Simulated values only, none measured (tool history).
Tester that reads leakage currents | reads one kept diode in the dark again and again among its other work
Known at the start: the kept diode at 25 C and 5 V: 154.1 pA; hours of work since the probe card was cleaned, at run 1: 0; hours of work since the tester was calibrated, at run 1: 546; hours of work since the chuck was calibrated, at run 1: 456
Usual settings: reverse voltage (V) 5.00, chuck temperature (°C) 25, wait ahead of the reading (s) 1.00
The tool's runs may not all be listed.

run    hour  reverse voltage (V)  chuck temperature (°C)  wait ahead of the reading (s)  hours of work since the probe card was cleaned  hours of work since the tester was calibrated  hours of work since the chuck was calibrated  current that the tester gives (pA)
  1     0.0                 5.00                      25                           1.00                                               0                                            546                                           456                              130.92
      162.2  -- chuck's temperature calibrated
  2   189.1                 5.00                      25                           1.00                                              84                                            630                                            12                              153.01
  3   310.3                 5.00                      25                           1.00                                             139                                            684                                            67                              149.45
  4   421.1                 5.00                      25                           1.00                                             189                                            734                                           117                              148.30
  5   558.9                 4.53                      25                           1.00                                             251                                            796                                           179                              137.64
  6   711.5                 7.07                      25                           1.00                                             319                                            865                                           247                              169.09
  7   804.5                 7.07                      25                           1.00                                             361                                            907                                           289                              166.76
  8   904.6                 5.01                      25                           1.00                                             406                                            952                                           334                              138.82
  9  1092.9                 5.01                      25                           1.00                                             491                                           1037                                           419                              135.61
 10  1197.0                 5.00                      57                           1.00                                             538                                           1084                                           466                             1329.38
     1342.3  -- chuck's temperature calibrated
 11  1368.7                 5.00                      57                           1.00                                             614                                           1160                                            12                             1522.22
 12  1543.6                14.41                      57                           1.00                                             693                                           1239                                            91                             2534.88
 13  1748.5                 5.00                      25                           1.00                                             785                                           1331                                           183                              151.53
 14  1889.7                 5.00                      25                           1.00                                             849                                           1394                                           246                              149.46
 15  2023.4                 5.00                      25                           0.57                                             909                                           1455                                           307                              146.08
 16  2141.1                 5.00                      25                           0.57                                             962                                           1508                                           360                              144.16
 17  2267.2                 5.00                      25                           0.57                                            1019                                           1564                                           416                              141.79
 18  2449.7                 5.00                      25                           0.57                                            1101                                           1647                                           499                              139.09
     2513.3  -- chuck's temperature calibrated
 19  2560.4                 5.00                      25                           0.57                                            1150                                           1695                                            21                              166.06
 20  2704.1                 5.00                      25                           0.57                                            1215                                           1760                                            86                              162.35
 21  2843.7                 5.00                      36                           1.00                                            1277                                           1823                                           149                              357.18
 22  2933.9                 5.00                      36                           1.00                                            1318                                           1864                                           189                              353.95
 23  3141.4                13.15                      32                           3.69                                            1411                                           1957                                           283                              428.56
 24  3255.8                 2.19                      22                           3.69                                            1463                                           2009                                           334                               78.10
 25  3400.6                 2.19                      43                           1.04                                            1528                                           2074                                           399                              356.78
     3416.1  -- probe card cleaned and baked
 26  3610.7                 2.19                      43                           1.04                                              88                                           2167                                           493                              340.40
     3684.9  -- chuck's temperature calibrated
 27  3814.0                19.11                      35                           0.63                                             178                                           2258                                            58                              646.64
 28  3927.5                 7.75                      37                           1.00                                             229                                           2309                                           109                              463.31
 29  4131.6                 3.07                      22                           5.24                                             321                                           2401                                           201                               90.27
 30  4262.8                 3.07                      22                           5.24                                             380                                           2460                                           260                               88.49
 31  4435.6                 5.00                      34                           1.00                                             458                                           2537                                           338                              278.52
 32  4630.4                 5.00                      34                           1.00                                             546                                           2625                                           426                              271.16
 33  4796.5                11.63                      45                           1.29                                             621                                           2700                                           500                              896.95
     4852.0  -- chuck's temperature calibrated
 34  4980.6                11.63                      45                           1.29                                             703                                           2782                                            58                             1047.45
 35  5144.5                 1.43                      25                           5.99                                             776                                           2856                                           132                               81.89
 36  5304.5                13.42                      33                           3.65                                             848                                           2928                                           204                              459.25
 37  5433.2                16.66                      35                           1.00                                             906                                           2986                                           262                              588.11
 38  5560.9                16.66                      35                           1.00                                             964                                           3043                                           319                              577.47
 39  5725.6                 1.12                      28                           0.82                                            1038                                           3117                                           393                               83.51

Forecast each of these 4 alternatives for the next run:
  A  5827.8                14.14                      21                           1.53                                            1084                                           3163                                           439                                   ?
  B  5827.8                 1.12                      42                           1.95                                            1084                                           3163                                           439                                   ?
  C  5827.8                 5.98                      29                           0.55                                            1084                                           3163                                           439                                   ?
  D  5827.8                 2.12                      28                           6.34                                            1084                                           3163                                           439                                   ?

run  current that the tester gives (pA)
  A                              190.18
  B                              231.75
  C                              211.70
  D                              114.36
Without the tool's hidden state the same runs would have given:
run  current that the tester gives (pA)
  A                              188.62
  B                              262.45
  C                              231.11
  D                              127.62
